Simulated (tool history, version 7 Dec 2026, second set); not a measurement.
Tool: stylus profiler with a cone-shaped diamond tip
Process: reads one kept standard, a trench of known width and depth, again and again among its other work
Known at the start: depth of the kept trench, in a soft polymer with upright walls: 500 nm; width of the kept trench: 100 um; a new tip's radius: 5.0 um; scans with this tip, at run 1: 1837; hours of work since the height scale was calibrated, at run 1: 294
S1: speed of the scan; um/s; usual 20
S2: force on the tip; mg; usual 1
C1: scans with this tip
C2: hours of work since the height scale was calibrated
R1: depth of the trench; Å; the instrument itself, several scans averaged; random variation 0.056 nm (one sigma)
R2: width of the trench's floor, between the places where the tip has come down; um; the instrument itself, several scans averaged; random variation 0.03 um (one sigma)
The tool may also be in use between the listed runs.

run	hour	S1	S2	C1	C2	R1	R2
1	0	20	1	1837	294	5027.7	95.08
2	22.5	20	1	1931	309	5026.8	94.99
3	50	20	1	2047	327	5026.9	94.98
4	68.9	20	1	2127	340	5027.1	94.98
5	95	46	1	2237	358	5027.4	94.88
6	111.4	46	1	2306	369	5027	94.8
7	127.2	46	1	2373	379	5027.5	94.81
8	139.3	46	1	2424	388	5026.2	94.83
9	164.8	46	1	2531	405	5026.6	94.76
10	184.1	46	1	2613	418	5026.5	94.74
11	198.8	20	1	2675	428	5026.7	94.81
12	223.5	20	1	2779	444	5026.7	94.81
13	246.7	5	1	2877	460	5027.9	94.85
14	269.7	5	0.7	2974	476	5019.6	94.8
15	286.2	5	0.7	3043	487	5020.7	94.85
16	311.5	20	0.88	3150	504	5024.8	94.7
17	325.9	12	0.88	3210	513	5023.5	94.8
18	341	13	1	3274	524	5025.7	94.78
19	368.2	52	1.33	3389	542	5031.7	94.58
20	390.3	65	1.33	3482	557	5030.8	94.56
21	406.3	65	1.33	3549	568	5032.1	94.54
22	426.1	65	1.33	3633	581	5031.2	94.52
23	442.8	65	1.33	3703	592	5031.5	94.48
24	462.9	9	0.38	3788	606	5013.1	94.63
25	486.7	6	0.4	3888	622	5012.8	94.56
26	508.8	6	2.39	3982	637	5046.3	94.63
27	532.2	6	2.39	4080	652	5046.1	94.64
28	553.9	6	1.16	4172	667	5027.7	94.58
29	580.3	33	1.98	4283	685	5040.8	94.45
30	604.1	8	1.01	4384	701	5023.5	94.5
31	622.8	8	1.01	4462	714	5024.9	94.42
32	648.8	14	1.13	4572	731	5027.4	94.45
33	660.8	14	1.13	4623	739	5027.2	94.39
34	679.3	29	0.5	4701	752	5014.4	94.22

Hidden state or all else? Some run-to-run changes of R1, split into what the settings, what came in and random variation would give without the hidden state, and what is left for the hidden state (with any gauge scatter that isn't in both results):
The hidden state here: radius of the tip, um; height scale over the true one, %; drift of the gauge itself on depth_nm, %; drift of the gauge itself on floor_um, %.
Run 4 -> 5: S1 20 -> 46. R1 +0.3 Å: hidden state -0.2, all else +0.5.
Run 8 -> 9: no setting changed, nothing entered. R1 +0.4 Å: hidden state -0.2, all else +0.6.
Run 23 -> 24: S1 65 -> 9, S2 1.33 -> 0.38. R1 -18.4 Å: hidden state -0.1, all else -18.3.
Run 25 -> 26: S2 0.4 -> 2.39. R1 +33.5 Å: hidden state -0.2, all else +33.7.
Run 27 -> 28: S2 2.39 -> 1.16. R1 -18.4 Å: hidden state -0.1, all else -18.3.

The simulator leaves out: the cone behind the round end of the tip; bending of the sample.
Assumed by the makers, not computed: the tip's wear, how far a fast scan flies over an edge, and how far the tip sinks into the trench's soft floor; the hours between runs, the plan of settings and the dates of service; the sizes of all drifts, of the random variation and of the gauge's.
